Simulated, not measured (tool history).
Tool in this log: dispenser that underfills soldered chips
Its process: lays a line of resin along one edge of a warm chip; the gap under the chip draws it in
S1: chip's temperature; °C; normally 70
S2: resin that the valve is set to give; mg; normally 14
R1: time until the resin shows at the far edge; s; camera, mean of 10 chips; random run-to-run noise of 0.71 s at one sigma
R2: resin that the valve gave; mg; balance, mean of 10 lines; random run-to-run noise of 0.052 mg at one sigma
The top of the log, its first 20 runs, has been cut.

run,hour,S1,S2,R1,R2
# hour 163.2: new syringe of resin
21,166.6,59,13.2,148.3,13.06
# hour 170.5: new syringe of resin
22,176.3,72,12,87.3,11.75
# hour 178.3: new syringe of resin
# hour 185.3: new syringe of resin
23,186.1,76,16,48.4,15.89
# hour 193: new syringe of resin
24,195.7,76,15.4,56,15.11
# hour 199.9: new syringe of resin
25,206.4,66,13.2,121.6,12.88
# hour 207.5: new syringe of resin
26,212.3,57,15.3,179.6,14.96
# hour 214.3: new syringe of resin
# hour 221.6: new syringe of resin
27,224,72,12.4,71.4,12.04
# hour 228.5: new syringe of resin
28,230.1,58,15,139.1,14.52
# hour 235.7: new syringe of resin
29,239.7,70,13.7,85.8,13.12
# hour 243.1: new syringe of resin
30,245,65,16,98.6,15.36
# hour 250.3: new syringe of resin
31,255.8,58,13.5,176.9,12.83
# hour 257.2: new syringe of resin
32,262.2,58,15,176,14.26
# hour 264.8: new syringe of resin
# hour 272.4: new syringe of resin
33,273.6,61,13.2,116.1,12.42

What if the next run were any one of these 3? Each begins from the tool's condition after run 33:
# hour 279.8: new syringe of resin
A,279.9,73,16.5,?,?
# hour 279.8: new syringe of resin
B,279.9,84,17.1,?,?
# hour 279.8: new syringe of resin
C,279.9,67,14.2,?,?

run,R1,R2
A,57.6,15.58
B,32.3,16.15
C,79.3,13.36
With the hidden condition removed and each run's random variation left untouched, the same runs would have given:
run,R1,R2
A,55.5,16.56
B,31.1,17.16
C,76,14.2
